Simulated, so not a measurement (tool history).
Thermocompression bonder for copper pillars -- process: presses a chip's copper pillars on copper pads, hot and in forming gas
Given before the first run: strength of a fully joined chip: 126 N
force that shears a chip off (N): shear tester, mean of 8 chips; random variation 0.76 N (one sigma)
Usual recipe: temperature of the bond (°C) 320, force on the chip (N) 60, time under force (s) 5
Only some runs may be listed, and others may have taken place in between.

run,day,temperature of the bond (°C),force on the chip (N),time under force (s),force that shears a chip off (N)
1,0.000,320,60,5,69.4
2,0.475,320,60,5,69.2
3,0.900,320,60,5,70.4
4,1.471,320,52,5,63.4
5,1.946,320,60,5,67.8
6,2.538,320,60,5,68.3
7,3.196,320,60,5,68.1
8,3.925,320,60,5,68.9
9,4.367,320,60,5,70.0
10,4.867,320,60,5,68.3
11,5.242,320,60,5,69.5
12,5.904,320,60,5,67.8
13,6.346,320,60,5,67.5
14,6.733,320,60,5,68.9

Run 15 is up next; what results do you expect?
15,7.133,308,72,5,?

{"run 15": {"force that shears a chip off (N)": 67.3}}
If the tool had no hidden condition, the same run with the same run-to-run variation would have returned force that shears a chip off (N) 67.5.
